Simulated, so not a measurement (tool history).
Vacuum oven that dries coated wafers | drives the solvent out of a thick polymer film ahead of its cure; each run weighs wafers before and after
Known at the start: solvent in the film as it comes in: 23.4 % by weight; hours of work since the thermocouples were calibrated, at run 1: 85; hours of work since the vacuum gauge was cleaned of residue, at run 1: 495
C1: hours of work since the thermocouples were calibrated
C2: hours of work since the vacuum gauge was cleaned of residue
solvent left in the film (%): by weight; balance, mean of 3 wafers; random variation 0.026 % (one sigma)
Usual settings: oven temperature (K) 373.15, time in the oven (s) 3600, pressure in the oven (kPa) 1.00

{"run": 1, "hour": 0.0, "oven temperature (K)": 373.15, "time in the oven (s)": 3600, "pressure in the oven (kPa)": 1.0, "C1": 85, "C2": 495, "solvent left in the film (%)": 2.0}
{"run": 2, "hour": 101.5, "oven temperature (K)": 373.15, "time in the oven (s)": 3600, "pressure in the oven (kPa)": 1.0, "C1": 163, "C2": 573, "solvent left in the film (%)": 1.98}
{"run": 3, "hour": 210.9, "oven temperature (K)": 373.15, "time in the oven (s)": 3600, "pressure in the oven (kPa)": 1.0, "C1": 247, "C2": 657, "solvent left in the film (%)": 1.93}
{"run": 4, "hour": 310.7, "oven temperature (K)": 373.15, "time in the oven (s)": 3600, "pressure in the oven (kPa)": 2.39, "C1": 324, "C2": 734, "solvent left in the film (%)": 3.26}
{"run": 5, "hour": 398.4, "oven temperature (K)": 373.15, "time in the oven (s)": 2280, "pressure in the oven (kPa)": 2.39, "C1": 392, "C2": 802, "solvent left in the film (%)": 5.08}
{"run": 6, "hour": 469.2, "oven temperature (K)": 373.15, "time in the oven (s)": 3600, "pressure in the oven (kPa)": 0.52, "C1": 446, "C2": 856, "solvent left in the film (%)": 1.63}
{"run": 7, "hour": 574.2, "oven temperature (K)": 373.15, "time in the oven (s)": 3600, "pressure in the oven (kPa)": 0.52, "C1": 527, "C2": 937, "solvent left in the film (%)": 1.7}
{"run": 8, "hour": 628.5, "oven temperature (K)": 373.15, "time in the oven (s)": 3600, "pressure in the oven (kPa)": 0.52, "C1": 569, "C2": 979, "solvent left in the film (%)": 1.74}
{"run": 9, "hour": 706.7, "oven temperature (K)": 383.15, "time in the oven (s)": 3600, "pressure in the oven (kPa)": 0.52, "C1": 629, "C2": 1039, "solvent left in the film (%)": 0.75}
{"run": 10, "hour": 789.8, "oven temperature (K)": 373.15, "time in the oven (s)": 3600, "pressure in the oven (kPa)": 1.0, "C1": 693, "C2": 1103, "solvent left in the film (%)": 2.14}
{"run": 11, "hour": 906.8, "oven temperature (K)": 373.15, "time in the oven (s)": 3600, "pressure in the oven (kPa)": 1.0, "C1": 783, "C2": 1193, "solvent left in the film (%)": 2.16}
{"run": 12, "hour": 964.7, "oven temperature (K)": 361.15, "time in the oven (s)": 3600, "pressure in the oven (kPa)": 1.0, "C1": 828, "C2": 1238, "solvent left in the film (%)": 4.75}
{"run": 13, "hour": 1065.0, "oven temperature (K)": 373.15, "time in the oven (s)": 3600, "pressure in the oven (kPa)": 1.0, "C1": 905, "C2": 1315, "solvent left in the film (%)": 2.19}
{"run": 14, "hour": 1123.1, "oven temperature (K)": 373.15, "time in the oven (s)": 3600, "pressure in the oven (kPa)": 1.0, "C1": 950, "C2": 1360, "solvent left in the film (%)": 2.25}
{"hour": 1190.1, "done": "vacuum gauge cleaned of residue and calibrated"}
{"run": 15, "hour": 1219.7, "oven temperature (K)": 373.15, "time in the oven (s)": 3600, "pressure in the oven (kPa)": 1.0, "C1": 1023, "C2": 23, "solvent left in the film (%)": 1.98}
{"run": 16, "hour": 1271.2, "oven temperature (K)": 373.15, "time in the oven (s)": 4380, "pressure in the oven (kPa)": 1.0, "C1": 1063, "C2": 62, "solvent left in the film (%)": 1.5}
{"run": 17, "hour": 1372.7, "oven temperature (K)": 373.15, "time in the oven (s)": 4380, "pressure in the oven (kPa)": 1.0, "C1": 1141, "C2": 141, "solvent left in the film (%)": 1.51}
{"run": 18, "hour": 1489.5, "oven temperature (K)": 373.15, "time in the oven (s)": 4380, "pressure in the oven (kPa)": 1.0, "C1": 1231, "C2": 231, "solvent left in the film (%)": 1.57}
{"run": 19, "hour": 1595.3, "oven temperature (K)": 359.15, "time in the oven (s)": 3600, "pressure in the oven (kPa)": 1.0, "C1": 1313, "C2": 312, "solvent left in the film (%)": 5.05}
{"run": 20, "hour": 1663.6, "oven temperature (K)": 359.15, "time in the oven (s)": 4200, "pressure in the oven (kPa)": 1.0, "C1": 1365, "C2": 365, "solvent left in the film (%)": 4.33}
{"run": 21, "hour": 1750.7, "oven temperature (K)": 359.15, "time in the oven (s)": 4200, "pressure in the oven (kPa)": 1.0, "C1": 1432, "C2": 432, "solvent left in the film (%)": 4.32}
{"run": 22, "hour": 1855.3, "oven temperature (K)": 373.15, "time in the oven (s)": 3600, "pressure in the oven (kPa)": 0.81, "C1": 1513, "C2": 512, "solvent left in the film (%)": 1.96}
{"run": 23, "hour": 1959.2, "oven temperature (K)": 373.15, "time in the oven (s)": 3600, "pressure in the oven (kPa)": 0.81, "C1": 1593, "C2": 592, "solvent left in the film (%)": 1.97}
{"run": 24, "hour": 2023.9, "oven temperature (K)": 381.15, "time in the oven (s)": 3600, "pressure in the oven (kPa)": 1.0, "C1": 1643, "C2": 642, "solvent left in the film (%)": 1.24}
{"run": 25, "hour": 2104.7, "oven temperature (K)": 381.15, "time in the oven (s)": 4440, "pressure in the oven (kPa)": 3.0, "C1": 1705, "C2": 705, "solvent left in the film (%)": 2.34}
{"hour": 2158.4, "done": "oven's thermocouples calibrated"}
{"run": 26, "hour": 2219.0, "oven temperature (K)": 374.15, "time in the oven (s)": 2400, "pressure in the oven (kPa)": 1.0, "C1": 47, "C2": 791, "solvent left in the film (%)": 3.41}
{"run": 27, "hour": 2337.3, "oven temperature (K)": 374.15, "time in the oven (s)": 2400, "pressure in the oven (kPa)": 1.0, "C1": 138, "C2": 882, "solvent left in the film (%)": 3.46}
{"run": 28, "hour": 2415.0, "oven temperature (K)": 374.15, "time in the oven (s)": 2400, "pressure in the oven (kPa)": 0.58, "C1": 198, "C2": 942, "solvent left in the film (%)": 3.17}
{"run": 29, "hour": 2513.1, "oven temperature (K)": 374.15, "time in the oven (s)": 2400, "pressure in the oven (kPa)": 0.6, "C1": 273, "C2": 1018, "solvent left in the film (%)": 3.22}
{"run": 30, "hour": 2568.5, "oven temperature (K)": 367.15, "time in the oven (s)": 2940, "pressure in the oven (kPa)": 3.99, "C1": 316, "C2": 1060, "solvent left in the film (%)": 7.12}
{"run": 31, "hour": 2629.4, "oven temperature (K)": 367.15, "time in the oven (s)": 2940, "pressure in the oven (kPa)": 3.99, "C1": 363, "C2": 1107, "solvent left in the film (%)": 7.14}
{"run": 32, "hour": 2708.4, "oven temperature (K)": 361.15, "time in the oven (s)": 4260, "pressure in the oven (kPa)": 2.03, "C1": 424, "C2": 1168, "solvent left in the film (%)": 5.24}
{"run": 33, "hour": 2800.5, "oven temperature (K)": 361.15, "time in the oven (s)": 2940, "pressure in the oven (kPa)": 0.68, "C1": 495, "C2": 1239, "solvent left in the film (%)": 5.52}
{"run": 34, "hour": 2873.0, "oven temperature (K)": 361.15, "time in the oven (s)": 2940, "pressure in the oven (kPa)": 0.68, "C1": 550, "C2": 1295, "solvent left in the film (%)": 5.56}
{"run": 35, "hour": 2938.9, "oven temperature (K)": 373.15, "time in the oven (s)": 3720, "pressure in the oven (kPa)": 0.52, "C1": 601, "C2": 1346, "solvent left in the film (%)": 1.68}
{"hour": 3025.2, "done": "vacuum gauge cleaned of residue and calibrated"}
{"run": 36, "hour": 3025.2, "oven temperature (K)": 373.15, "time in the oven (s)": 3720, "pressure in the oven (kPa)": 0.52, "C1": 666, "C2": 0, "solvent left in the film (%)": 1.44}
{"run": 37, "hour": 3097.7, "oven temperature (K)": 376.15, "time in the oven (s)": 3120, "pressure in the oven (kPa)": 1.56, "C1": 722, "C2": 56, "solvent left in the film (%)": 2.41}
{"run": 38, "hour": 3180.3, "oven temperature (K)": 376.15, "time in the oven (s)": 3120, "pressure in the oven (kPa)": 1.56, "C1": 786, "C2": 120, "solvent left in the film (%)": 2.46}
{"run": 39, "hour": 3282.9, "oven temperature (K)": 373.15, "time in the oven (s)": 5580, "pressure in the oven (kPa)": 1.0, "C1": 865, "C2": 199, "solvent left in the film (%)": 1.13}
{"run": 40, "hour": 3351.6, "oven temperature (K)": 373.15, "time in the oven (s)": 2820, "pressure in the oven (kPa)": 0.68, "C1": 918, "C2": 251, "solvent left in the film (%)": 2.64}
{"run": 41, "hour": 3427.9, "oven temperature (K)": 374.15, "time in the oven (s)": 2700, "pressure in the oven (kPa)": 1.53, "C1": 977, "C2": 310, "solvent left in the film (%)": 3.33}
{"run": 42, "hour": 3511.1, "oven temperature (K)": 374.15, "time in the oven (s)": 2700, "pressure in the oven (kPa)": 1.53, "C1": 1041, "C2": 374, "solvent left in the film (%)": 3.35}
{"run": 43, "hour": 3598.5, "oven temperature (K)": 363.15, "time in the oven (s)": 6480, "pressure in the oven (kPa)": 0.9, "C1": 1108, "C2": 442, "solvent left in the film (%)": 1.88}
{"run": 44, "hour": 3707.3, "oven temperature (K)": 362.15, "time in the oven (s)": 3720, "pressure in the oven (kPa)": 1.29, "C1": 1192, "C2": 525, "solvent left in the film (%)": 4.61}
{"run": 45, "hour": 3822.7, "oven temperature (K)": 381.15, "time in the oven (s)": 1860, "pressure in the oven (kPa)": 3.72, "C1": 1281, "C2": 614, "solvent left in the film (%)": 5.06}
{"run": 46, "hour": 3942.4, "oven temperature (K)": 381.15, "time in the oven (s)": 1860, "pressure in the oven (kPa)": 3.72, "C1": 1373, "C2": 707, "solvent left in the film (%)": 5.07}
{"run": 47, "hour": 4038.8, "oven temperature (K)": 360.15, "time in the oven (s)": 3600, "pressure in the oven (kPa)": 1.62, "C1": 1447, "C2": 781, "solvent left in the film (%)": 5.89}

How the hidden state differs across the entries between the runs, from the last listed run before each to the first after it:
Between runs 14 and 15: vacuum gauge cleaned of residue and calibrated (hour 1190.1)
  true wafer temperature over the reading, C: -0.52 -> -0.57; true pressure over the reading, kPa: 0.333 -> 0.014
  measured less the result without the state, solvent left in the film (%): +0.37 -> +0.09
Between runs 25 and 26: oven's thermocouples calibrated (hour 2158.4)
  true wafer temperature over the reading, C: -1.06 -> -0.08; true pressure over the reading, kPa: 0.173 -> 0.195
  measured less the result without the state, solvent left in the film (%): +0.22 -> +0.17
Between runs 35 and 36: vacuum gauge cleaned of residue and calibrated (hour 3025.2)
  true wafer temperature over the reading, C: -0.49 -> -0.54; true pressure over the reading, kPa: 0.327 -> -0.007
  measured less the result without the state, solvent left in the film (%): +0.35 -> +0.06
